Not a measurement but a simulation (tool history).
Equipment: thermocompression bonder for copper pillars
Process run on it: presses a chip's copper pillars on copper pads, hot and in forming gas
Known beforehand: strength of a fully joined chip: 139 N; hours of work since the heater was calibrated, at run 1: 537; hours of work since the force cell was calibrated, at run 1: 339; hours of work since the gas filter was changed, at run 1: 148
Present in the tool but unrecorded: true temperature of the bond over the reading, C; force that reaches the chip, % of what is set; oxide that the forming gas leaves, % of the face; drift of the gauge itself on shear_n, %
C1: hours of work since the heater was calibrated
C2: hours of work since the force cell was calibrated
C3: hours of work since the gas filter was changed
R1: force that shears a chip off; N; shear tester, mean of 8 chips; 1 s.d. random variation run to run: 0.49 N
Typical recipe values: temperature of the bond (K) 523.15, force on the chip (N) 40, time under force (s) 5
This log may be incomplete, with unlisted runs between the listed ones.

Run 1, hour 0.0: usual settings; C1 537; C2 339; C3 148. Result: R1 92.4 N.
Run 2, hour 21.2: usual settings; C1 552; C2 355; C3 164. Result: R1 90.8 N.
Run 3, hour 41.0: usual settings but force on the chip (N) 42; C1 567; C2 369; C3 178. Result: R1 92.6 N.
At hour 51.0: heater calibrated with a thermocouple chip.
Run 4, hour 57.7: usual settings but force on the chip (N) 42; C1 5; C2 380; C3 189. Result: R1 90.7 N.
Run 5, hour 78.1: usual settings but force on the chip (N) 42; C1 20; C2 395; C3 204. Result: R1 89.3 N.
Run 6, hour 95.0: usual settings but force on the chip (N) 42; C1 32; C2 407; C3 216. Result: R1 90.1 N.
Run 7, hour 109.6: usual settings but force on the chip (N) 42; C1 43; C2 418; C3 227. Result: R1 88.6 N.
Run 8, hour 123.4: usual settings but force on the chip (N) 42; C1 53; C2 428; C3 237. Result: R1 89.4 N.
Run 9, hour 138.2: usual settings but force on the chip (N) 42; C1 64; C2 439; C3 247. Result: R1 89.0 N.
Run 10, hour 155.7: usual settings but force on the chip (N) 42; C1 76; C2 452; C3 260. Result: R1 89.1 N.
At hour 171.0: heater calibrated with a thermocouple chip, once more.
Run 11, hour 175.8: usual settings but force on the chip (N) 42; C1 4; C2 465; C3 273. Result: R1 97.7 N.
Run 12, hour 188.2: usual settings but force on the chip (N) 42; C1 13; C2 474; C3 282. Result: R1 97.9 N.
Run 13, hour 205.7: usual settings but force on the chip (N) 42, time under force (s) 6; C1 25; C2 487; C3 295. Result: R1 101.2 N.
Run 14, hour 224.5: usual settings but force on the chip (N) 42, time under force (s) 6; C1 39; C2 500; C3 309. Result: R1 102.6 N.
Run 15, hour 237.5: usual settings; C1 49; C2 510; C3 318. Result: R1 95.2 N.
Run 16, hour 249.1: usual settings; C1 57; C2 518; C3 327. Result: R1 94.9 N.
Run 17, hour 259.6: usual settings but time under force (s) 10; C1 65; C2 526; C3 335. Result: R1 111.3 N.
Run 18, hour 276.0: usual settings but time under force (s) 10; C1 77; C2 538; C3 346. Result: R1 110.1 N.
Run 19, hour 296.6: usual settings; C1 92; C2 553; C3 362. Result: R1 93.9 N.
Run 20, hour 314.8: usual settings; C1 105; C2 566; C3 375. Result: R1 93.0 N.
At hour 329.3: forming gas filter changed.
Run 21, hour 333.3: usual settings but temperature of the bond (K) 532.15, force on the chip (N) 24; C1 118; C2 579; C3 3. Result: R1 80.5 N.
Run 22, hour 356.7: usual settings but temperature of the bond (K) 532.15, force on the chip (N) 24; C1 135; C2 596; C3 20. Result: R1 80.2 N.
Run 23, hour 371.5: usual settings but time under force (s) 8; C1 146; C2 607; C3 31. Result: R1 108.8 N.
Run 24, hour 391.8: usual settings but temperature of the bond (K) 515.15, force on the chip (N) 30, time under force (s) 13; C1 161; C2 622; C3 46. Result: R1 99.1 N.
Run 25, hour 405.1: usual settings but temperature of the bond (K) 504.15, force on the chip (N) 30, time under force (s) 12; C1 170; C2 632; C3 55. Result: R1 87.2 N.
Run 26, hour 423.8: usual settings but temperature of the bond (K) 532.15, force on the chip (N) 44, time under force (s) 13; C1 184; C2 645; C3 69. Result: R1 126.3 N.
Run 27, hour 448.1: usual settings but temperature of the bond (K) 532.15, force on the chip (N) 44, time under force (s) 13; C1 202; C2 663; C3 87. Result: R1 124.0 N.
Run 28, hour 467.9: usual settings but temperature of the bond (K) 506.15; C1 216; C2 677; C3 101. Result: R1 80.6 N.
Run 29, hour 484.1: usual settings but temperature of the bond (K) 506.15; C1 228; C2 689; C3 113. Result: R1 80.3 N.
Run 30, hour 495.6: usual settings but temperature of the bond (K) 506.15, force on the chip (N) 41, time under force (s) 9; C1 236; C2 698; C3 121. Result: R1 95.4 N.
Run 31, hour 516.4: usual settings but temperature of the bond (K) 520.15, force on the chip (N) 58, time under force (s) 13; C1 252; C2 713; C3 136. Result: R1 127.5 N.
Run 32, hour 529.2: usual settings but temperature of the bond (K) 520.15, force on the chip (N) 58, time under force (s) 13; C1 261; C2 722; C3 146. Result: R1 126.2 N.
Run 33, hour 543.7: usual settings but temperature of the bond (K) 519.15, force on the chip (N) 24, time under force (s) 3; C1 272; C2 733; C3 156. Result: R1 55.2 N.
Run 34, hour 564.0: usual settings but temperature of the bond (K) 519.15, force on the chip (N) 24, time under force (s) 3; C1 286; C2 748; C3 171. Result: R1 55.1 N.
Run 35, hour 577.8: usual settings but temperature of the bond (K) 519.15, force on the chip (N) 24, time under force (s) 3; C1 296; C2 758; C3 181. Result: R1 54.5 N.
Run 36, hour 591.3: usual settings but force on the chip (N) 50, time under force (s) 8; C1 306; C2 767; C3 191. Result: R1 113.1 N.
Run 37, hour 614.0: usual settings but temperature of the bond (K) 533.15, force on the chip (N) 30, time under force (s) 14; C1 323; C2 784; C3 208. Result: R1 112.5 N.
Run 38, hour 629.8: usual settings but temperature of the bond (K) 511.15, force on the chip (N) 37; C1 334; C2 795; C3 219. Result: R1 79.0 N.
Run 39, hour 645.3: usual settings but temperature of the bond (K) 511.15, force on the chip (N) 37; C1 346; C2 807; C3 230. Result: R1 79.2 N.

4 options for the next run, each taken on its own from the tool as it stands now. Forecast them:
Run A, hour 659.0: usual settings but temperature of the bond (K) 552.15, force on the chip (N) 28, time under force (s) 8; C1 356; C2 817; C3 240. Result: R1 ?.
Run B, hour 659.0: usual settings but temperature of the bond (K) 494.15; C1 356; C2 817; C3 240. Result: R1 ?.
Run C, hour 659.0: usual settings but force on the chip (N) 28; C1 356; C2 817; C3 240. Result: R1 ?.
Run D, hour 659.0: usual settings but time under force (s) 6; C1 356; C2 817; C3 240. Result: R1 ?.

run     R1
  A  109.8
  B   66.8
  C   75.3
  D   97.1
Without the tool's unlogged condition, the same runs would have read:
run     R1
  A  115.1
  B   71.7
  C   80.1
  D  102.6

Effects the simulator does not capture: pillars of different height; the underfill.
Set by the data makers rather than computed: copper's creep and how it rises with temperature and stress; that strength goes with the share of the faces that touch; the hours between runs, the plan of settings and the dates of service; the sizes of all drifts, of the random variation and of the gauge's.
